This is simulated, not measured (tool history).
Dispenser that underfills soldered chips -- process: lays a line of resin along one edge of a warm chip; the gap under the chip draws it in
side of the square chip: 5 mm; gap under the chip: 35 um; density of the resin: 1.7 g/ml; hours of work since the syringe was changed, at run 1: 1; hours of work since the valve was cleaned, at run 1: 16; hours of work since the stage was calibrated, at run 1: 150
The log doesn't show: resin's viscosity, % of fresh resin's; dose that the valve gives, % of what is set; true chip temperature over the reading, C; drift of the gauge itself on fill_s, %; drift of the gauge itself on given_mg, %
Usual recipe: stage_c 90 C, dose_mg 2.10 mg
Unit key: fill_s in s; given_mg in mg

run	hour	stage_c	dose_mg	hours of work since the syringe was changed	hours of work since the valve was cleaned	hours of work since the stage was calibrated	fill_s	given_mg
1	0.0	90	2.10	1	16	150	13.6	2.082
2	5.9	90	2.10	5	20	154	18.4	2.082
# hour 8.7: new syringe of resin
3	12.7	90	2.25	3	25	159	15.4	2.217
# hour 19.2: new syringe of resin
4	20.3	90	2.25	1	30	164	13.7	2.216
5	25.0	90	2.25	4	33	168	16.8	2.212
# hour 29.7: new syringe of resin
6	29.7	98	2.10	0	36	171	9.9	2.063
7	37.4	98	2.10	6	42	177	14.8	2.060
# hour 40.3: new syringe of resin
8	44.8	90	2.10	3	47	182	16.2	2.050
# hour 50.8: new syringe of resin
9	52.8	90	2.10	1	53	187	14.4	2.049
10	60.1	90	2.10	7	58	193	20.9	2.049
# hour 61.5: new syringe of resin
11	65.4	90	2.10	3	62	196	15.3	2.047
# hour 68.1: dispensing valve cleaned and set on the balance
12	71.4	90	2.10	6	2	200	19.7	2.093
# hour 73.0: new syringe of resin
13	78.8	90	2.10	4	7	205	16.5	2.085
# hour 83.6: new syringe of resin
14	86.0	79	2.14	2	12	210	20.7	2.115
15	93.3	83	1.89	7	18	215	27.5	1.865
# hour 94.0: new syringe of resin
16	97.1	102	2.34	2	20	218	10.4	2.308
17	102.5	102	2.34	6	24	222	13.3	2.308
# hour 104.5: new syringe of resin
18	109.1	85	1.89	3	29	226	20.2	1.859
# hour 115.3: new syringe of resin
19	116.1	76	1.83	1	34	231	22.2	1.791
20	123.5	97	1.91	6	39	236	15.8	1.872
# hour 126.1: new syringe of resin
21	131.0	103	2.04	4	44	242	10.9	1.991
# hour 136.6: new syringe of resin
22	138.5	103	2.04	1	49	247	9.3	1.991

The logged runs with the hidden state left out (each run's random variation unchanged):
run	fill_s	given_mg
1	12.3	2.099
2	12.4	2.104
3	12.3	2.244
4	12.5	2.248
5	12.1	2.247
6	9.6	2.099
7	9.8	2.102
8	12.1	2.096
9	12.4	2.100
10	12.5	2.105
11	12.2	2.106
12	12.5	2.101
13	11.7	2.097
14	17.7	2.132
15	16.3	1.884
16	8.7	2.334
17	8.4	2.338
18	15.0	1.887
19	20.0	1.822
20	9.8	1.909
21	8.2	2.035
22	8.1	2.040

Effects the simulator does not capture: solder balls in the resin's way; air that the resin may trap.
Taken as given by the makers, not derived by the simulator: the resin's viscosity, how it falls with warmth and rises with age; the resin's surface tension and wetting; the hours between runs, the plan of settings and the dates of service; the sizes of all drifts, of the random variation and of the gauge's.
